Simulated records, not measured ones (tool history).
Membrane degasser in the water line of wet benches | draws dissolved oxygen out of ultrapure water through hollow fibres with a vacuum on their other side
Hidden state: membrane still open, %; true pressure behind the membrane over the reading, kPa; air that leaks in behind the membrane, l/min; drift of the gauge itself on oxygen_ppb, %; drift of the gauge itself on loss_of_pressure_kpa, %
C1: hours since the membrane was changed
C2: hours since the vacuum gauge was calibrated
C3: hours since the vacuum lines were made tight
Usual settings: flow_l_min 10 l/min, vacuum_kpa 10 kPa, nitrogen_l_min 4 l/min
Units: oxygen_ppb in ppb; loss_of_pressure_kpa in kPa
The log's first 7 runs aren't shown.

{"run": 8, "hour": 657.1, "flow_l_min": 10, "vacuum_kpa": 13.8, "nitrogen_l_min": 4, "C1": 2435, "C2": 1021, "C3": 2177, "oxygen_ppb": 306.3, "loss_of_pressure_kpa": 28.08}
{"run": 9, "hour": 781.6, "flow_l_min": 10, "vacuum_kpa": 10, "nitrogen_l_min": 4, "C1": 2560, "C2": 1145, "C3": 2302, "oxygen_ppb": 287.2, "loss_of_pressure_kpa": 27.82}
{"run": 10, "hour": 848.0, "flow_l_min": 11, "vacuum_kpa": 10, "nitrogen_l_min": 4, "C1": 2626, "C2": 1212, "C3": 2368, "oxygen_ppb": 329.9, "loss_of_pressure_kpa": 31.11}
{"run": 11, "hour": 902.6, "flow_l_min": 10, "vacuum_kpa": 10, "nitrogen_l_min": 4, "C1": 2681, "C2": 1266, "C3": 2423, "oxygen_ppb": 289.8, "loss_of_pressure_kpa": 28}
{"run": 12, "hour": 987.4, "flow_l_min": 10, "vacuum_kpa": 17.1, "nitrogen_l_min": 4, "C1": 2766, "C2": 1351, "C3": 2508, "oxygen_ppb": 333.6, "loss_of_pressure_kpa": 28.13}
{"run": 13, "hour": 1098.3, "flow_l_min": 10, "vacuum_kpa": 10, "nitrogen_l_min": 4, "C1": 2877, "C2": 1462, "C3": 2619, "oxygen_ppb": 289.5, "loss_of_pressure_kpa": 28.18}
{"run": 14, "hour": 1219.3, "flow_l_min": 10, "vacuum_kpa": 10, "nitrogen_l_min": 4, "C1": 2998, "C2": 1583, "C3": 2740, "oxygen_ppb": 298.6, "loss_of_pressure_kpa": 27.8}
{"run": 15, "hour": 1337.8, "flow_l_min": 10, "vacuum_kpa": 10, "nitrogen_l_min": 4, "C1": 3116, "C2": 1702, "C3": 2858, "oxygen_ppb": 287.9, "loss_of_pressure_kpa": 27.82}
{"run": 16, "hour": 1412.0, "flow_l_min": 10, "vacuum_kpa": 10, "nitrogen_l_min": 4, "C1": 3190, "C2": 1776, "C3": 2932, "oxygen_ppb": 293.2, "loss_of_pressure_kpa": 27.61}
{"run": 17, "hour": 1531.1, "flow_l_min": 10, "vacuum_kpa": 10, "nitrogen_l_min": 4.88, "C1": 3309, "C2": 1895, "C3": 3051, "oxygen_ppb": 286.7, "loss_of_pressure_kpa": 28.19}

Run 18 comes next. What will it give?
{"run": 18, "hour": 1587.6, "flow_l_min": 10, "vacuum_kpa": 17.8, "nitrogen_l_min": 7.04, "C1": 3366, "C2": 1951, "C3": 3108, "oxygen_ppb": "?", "loss_of_pressure_kpa": "?"}

oxygen_ppb: 297.4 ppb
loss_of_pressure_kpa: 28.08 kPa
Without the tool's hidden state the same run would have given oxygen_ppb 283 ppb, loss_of_pressure_kpa 27.66 kPa.

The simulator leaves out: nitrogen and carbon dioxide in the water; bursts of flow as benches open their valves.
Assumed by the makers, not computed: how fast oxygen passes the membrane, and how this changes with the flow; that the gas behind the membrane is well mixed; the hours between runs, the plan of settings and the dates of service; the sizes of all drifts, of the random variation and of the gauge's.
